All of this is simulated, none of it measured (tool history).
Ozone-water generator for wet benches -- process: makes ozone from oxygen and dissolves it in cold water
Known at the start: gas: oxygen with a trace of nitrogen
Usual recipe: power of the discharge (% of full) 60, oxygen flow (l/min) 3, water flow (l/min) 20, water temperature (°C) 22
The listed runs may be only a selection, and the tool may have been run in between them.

run,day,power of the discharge (% of full),oxygen flow (l/min),water flow (l/min),water temperature (°C),dissolved ozone (ppm),ozone in the gas ahead of the water (g/m3)
1,0,60,3,20,22,16.6,208.7
2,4.388,60,3,20,22,16.7,206.4
3,9.829,60,3,20,22,16.5,207.9
4,15.088,60,5.07,20,22,17.1,156.2
5,18.633,60,5.07,20,22,17.1,155.1
6,21.938,60,5.07,20,22,17.2,155.8
7,26.183,60,2.71,20,22,16.2,217
# day 26.683: contactor cleaned
8,31.517,69,3,20,22,18.5,232.4
9,35.342,69,3,20,22,18.1,234.5
10,40.262,69,3,20,22,18,230.6
11,43.95,60,3,13,22,22.5,206.3
12,50.392,60,3,20,22,15.8,204.6
# day 51.438: contactor cleaned, once more
13,55.354,60,3,20,22,16.6,203.2
14,58.217,60,5.39,14,22,21.2,149.6
15,64.175,72,3.34,20,22,19.1,223.8
16,69.4,60,2.15,20,15,16.5,243.4
17,75.183,60,2.15,20,15,16.4,242.4
18,79.662,75,2.08,20,22,18.4,294.5
19,82.675,60,5.25,21,22,15.8,152.8
20,86.117,60,5.25,21,22,16.3,150.3
21,91.375,60,3,20,24,15.6,201.2
22,96.167,49,3,16,22,16,168.1
23,100.117,49,3,27,21,10.3,168
24,106.396,60,3.98,20,15,18.1,173

Below are 4 alternative next runs, each starting from the tool's condition after run 24. Predict each:
A,110.217,86,1.56,20,26,?,?
B,110.217,45,3.21,19,22,?,?
C,110.217,56,1.82,13,15,?,?
D,110.217,69,3.21,20,25,?,?

run,dissolved ozone (ppm),ozone in the gas ahead of the water (g/m3)
A,18.7,380.5
B,13.1,152.1
C,21.3,241.9
D,17.3,217.4
Without the tool's unlogged condition, the same runs would have read:
run,dissolved ozone (ppm),ozone in the gas ahead of the water (g/m3)
A,21.6,435.6
B,14.2,163
C,23.5,265.1
D,19.6,243.4

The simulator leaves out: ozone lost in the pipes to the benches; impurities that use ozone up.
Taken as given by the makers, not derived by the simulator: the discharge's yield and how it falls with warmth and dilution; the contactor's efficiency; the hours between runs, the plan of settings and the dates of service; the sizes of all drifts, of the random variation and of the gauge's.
